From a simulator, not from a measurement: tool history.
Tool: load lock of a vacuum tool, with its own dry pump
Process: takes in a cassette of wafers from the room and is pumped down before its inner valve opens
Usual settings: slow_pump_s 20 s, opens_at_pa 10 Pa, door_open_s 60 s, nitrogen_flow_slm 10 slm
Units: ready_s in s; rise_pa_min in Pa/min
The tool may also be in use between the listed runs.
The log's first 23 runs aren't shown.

run      day  slow_pump_s  opens_at_pa  door_open_s  nitrogen_flow_slm  hours that the pump has run since its overhaul  times that the door has closed on its seal  incoming humidity of the room's air, %  ready_s  rise_pa_min
 24  496.125           31            9          102                 26                                            5271                                       34082                                    46.8     64.2        0.139
 25  511.242           20           10          125                  8                                            5634                                       35230                                    46.5     54.1        0.180
 26  538.842           20           17           85                  8                                            6296                                       37326                                    45.9     52.6        0.183
 27  566.425           12           11           60                 26                                            6958                                       39421                                    48.8     48.5        0.158
 28  588.025           12           11           60                 26                                            7476                                       41062                                    46.0     48.0        0.176
     590.550  -- door's seal changed, seat wiped
 29  604.808           20           10           60                 44                                            7878                                        1083                                    48.2     54.9        0.011
 30  630.117           20           10           60                 39                                            8485                                        3005                                    43.9     55.1        0.026
 31  650.154           23           10           60                 15                                            8966                                        4527                                    47.7     57.2        0.039
 32  677.542           23           10           60                 15                                            9623                                        6607                                    43.8     57.7        0.038
 33  692.492           14           10           60                 12                                            9982                                        7743                                    41.1     50.8        0.044
 34  718.996           14           10           60                 12                                           10618                                        9756                                    49.0     50.3        0.051
 35  739.246           14           10           60                 12                                           11104                                       11294                                    44.8     52.5        0.052
 36  760.492           20           11           60                 12                                           11614                                       12908                                    45.8     54.9        0.061
 37  785.562           18           11           60                 12                                           12216                                       14812                                    43.8     53.3        0.061

Forecast each of these 3 alternatives for the next run:
  A  799.129           18            8           42                 43                                           12541                                       15842                                    46.1        ?            ?
  B  799.129           18           11           60                  4                                           12541                                       15842                                    49.8        ?            ?
  C  799.129           20           10           28                  4                                           12541                                       15842                                    44.7        ?            ?

run  ready_s  rise_pa_min
  A     55.8        0.048
  B     53.5        0.093
  C     56.6        0.068
Without the tool's hidden state the same runs would have given:
run  ready_s  rise_pa_min
  A     52.8        0.011
  B     50.7        0.057
  C     53.8        0.032

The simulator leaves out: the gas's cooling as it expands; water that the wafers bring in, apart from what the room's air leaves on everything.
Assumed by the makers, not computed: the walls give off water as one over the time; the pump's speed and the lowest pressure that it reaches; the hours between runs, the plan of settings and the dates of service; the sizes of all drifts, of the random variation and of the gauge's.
